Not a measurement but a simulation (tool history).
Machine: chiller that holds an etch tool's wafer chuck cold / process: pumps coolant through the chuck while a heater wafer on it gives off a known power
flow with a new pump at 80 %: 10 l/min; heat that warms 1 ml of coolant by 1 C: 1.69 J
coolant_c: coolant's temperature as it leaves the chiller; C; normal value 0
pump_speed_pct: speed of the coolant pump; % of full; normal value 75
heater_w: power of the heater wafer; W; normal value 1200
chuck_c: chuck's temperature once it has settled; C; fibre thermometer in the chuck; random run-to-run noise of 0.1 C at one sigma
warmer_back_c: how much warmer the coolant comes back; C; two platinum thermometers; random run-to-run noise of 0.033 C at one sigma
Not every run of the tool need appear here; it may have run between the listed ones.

run	hour	coolant_c	pump_speed_pct	heater_w	chuck_c	warmer_back_c
1	0	0	75	1200	11.3	4.6
2	44.9	0	75	1200	11.5	4.64
3	117.5	0	75	1200	11.7	4.67
4	168.6	0	75	1200	11.2	4.69
5	230.2	0	75	1200	11.6	4.67
6	274	0	64	1200	13.5	5.52
7	343.8	0	64	1200	13.5	5.61
8	416.3	0	64	1200	13.4	5.52
9	457.7	0	64	1200	13.7	5.61
10	492.3	0	64	1200	13.5	5.61
11	559.8	0	64	1200	13.7	5.58
12	637.9	0	75	816	8	3.19
13	682.3	0	75	816	7.6	3.17
14	759.2	0	75	816	8	3.13
# hour 770.3: coolant pump overhauled
15	836.4	0	66	1200	13.5	5.48
16	874.2	0	66	1200	13.6	5.54
17	910.3	0	66	1200	13.4	5.48
18	942.2	0	66	1200	13.7	5.5
19	1015.2	0	66	1200	13.6	5.48
20	1052.3	0	73	1509	15.3	6.16
21	1128.3	0	73	1509	15.4	6.16
# hour 1146.6: coolant pump overhauled, once more
22	1206	0	73	1509	14.8	5.93
23	1269.8	0	75	1073	10.3	4.15
24	1338.2	0	75	1073	10.3	4.13
25	1380	3	88	1073	11.8	3.37
26	1419.9	3	88	1073	11.8	3.43
27	1474.4	-1	88	1581	11.8	5.08
28	1515.7	-1	88	1581	11.9	5.06
29	1559.7	-1	88	1581	11.9	5.05

What if the next run were any one of these 4? Each begins from the tool's condition after run 29:
A	1600	10	72	1530	?	?
B	1600	8	93	1707	?	?
C	1600	0	75	1377	?	?
D	1600	-1	77	1550	?	?

run	chuck_c	warmer_back_c
A	25.4	6.15
B	21.2	5.09
C	13.3	5.29
D	13.5	5.73
With no hidden state in the tool, these same runs would have given:
run	chuck_c	warmer_back_c
A	23.9	6.12
B	19.9	5.07
C	12	5.27
D	12	5.7

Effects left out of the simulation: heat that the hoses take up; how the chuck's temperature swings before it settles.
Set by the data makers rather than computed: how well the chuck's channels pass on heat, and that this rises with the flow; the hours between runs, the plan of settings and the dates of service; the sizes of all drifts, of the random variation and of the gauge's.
